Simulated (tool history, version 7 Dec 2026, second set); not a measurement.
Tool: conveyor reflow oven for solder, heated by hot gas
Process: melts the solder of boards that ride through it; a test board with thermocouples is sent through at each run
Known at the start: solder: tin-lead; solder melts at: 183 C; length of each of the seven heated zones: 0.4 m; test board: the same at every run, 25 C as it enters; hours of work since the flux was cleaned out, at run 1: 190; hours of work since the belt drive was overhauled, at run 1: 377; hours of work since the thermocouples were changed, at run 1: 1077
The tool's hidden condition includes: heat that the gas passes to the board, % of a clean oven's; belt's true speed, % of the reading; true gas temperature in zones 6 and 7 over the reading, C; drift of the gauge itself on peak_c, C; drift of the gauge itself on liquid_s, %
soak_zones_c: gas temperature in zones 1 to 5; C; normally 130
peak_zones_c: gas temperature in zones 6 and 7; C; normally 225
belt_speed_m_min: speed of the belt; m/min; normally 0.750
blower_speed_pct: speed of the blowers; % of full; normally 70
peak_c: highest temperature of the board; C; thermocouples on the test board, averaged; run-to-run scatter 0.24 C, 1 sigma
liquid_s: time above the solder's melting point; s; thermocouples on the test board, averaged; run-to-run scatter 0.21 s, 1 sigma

run	hour	soak_zones_c	peak_zones_c	belt_speed_m_min	blower_speed_pct	hours of work since the flux was cleaned out	hours of work since the belt drive was overhauled	hours of work since the thermocouples were changed	peak_c	liquid_s
1	0.0	130	225	0.750	70	190	377	1077	210.2	40.8
# hour 8.2: thermocouples of zones 6 and 7 changed
2	29.2	130	218	0.750	70	202	388	9	202.2	33.6
3	45.6	130	218	0.750	70	209	395	16	202.2	33.7
4	77.6	130	218	0.750	58	223	409	30	198.9	29.0
5	111.5	130	218	0.750	58	237	423	44	199.4	29.5
6	139.1	130	218	0.750	58	249	435	56	198.8	29.4
# hour 144.8: belt drive overhauled, speed set with a stopwatch
7	168.1	130	225	0.750	70	260	10	67	207.9	38.7
8	197.6	130	225	0.738	70	272	23	79	208.4	40.0
9	217.5	130	225	0.738	70	281	31	88	208.3	40.1
10	232.1	130	225	0.738	70	287	37	94	208.0	39.7
11	250.5	130	233	0.750	70	295	45	102	214.6	44.1
12	271.9	130	233	0.750	70	304	54	111	214.8	43.8
13	297.8	130	233	0.750	70	315	65	122	214.7	44.4
# hour 316.7: flux residue cleaned out of gas plates and filters
14	322.0	130	233	0.750	82	2	74	130	219.2	47.8
# hour 340.6: belt drive overhauled, speed set with a stopwatch, once more
15	343.3	130	233	0.750	82	10	1	138	219.3	47.9
16	359.6	128	225	0.729	86	17	8	145	213.1	44.8
17	378.5	130	215	0.762	70	25	16	153	200.6	31.2
18	404.2	130	215	0.762	70	36	27	164	199.8	31.3
19	435.0	130	221	0.762	51	49	40	177	200.5	29.7
20	454.1	130	221	0.762	51	57	48	185	200.3	29.4
21	477.2	130	221	0.762	51	67	58	195	200.3	29.5

What if the next run were any one of these 5? Each begins from the tool's condition after run 21:
A	500.5	133	221	0.762	74	77	68	205	?	?
B	500.5	130	224	0.872	70	77	68	205	?	?
C	500.5	130	221	0.741	78	77	68	205	?	?
D	500.5	130	221	0.762	51	77	68	205	?	?
E	500.5	126	225	0.785	70	77	68	205	?	?

run	peak_c	liquid_s
A	206.8	38.7
B	204.0	28.9
C	207.6	39.9
D	200.1	29.5
E	206.7	35.4
Without the tool's hidden state the same runs would have given:
run	peak_c	liquid_s
A	207.3	39.2
B	204.6	29.5
C	208.0	40.4
D	200.5	30.1
E	207.2	35.9
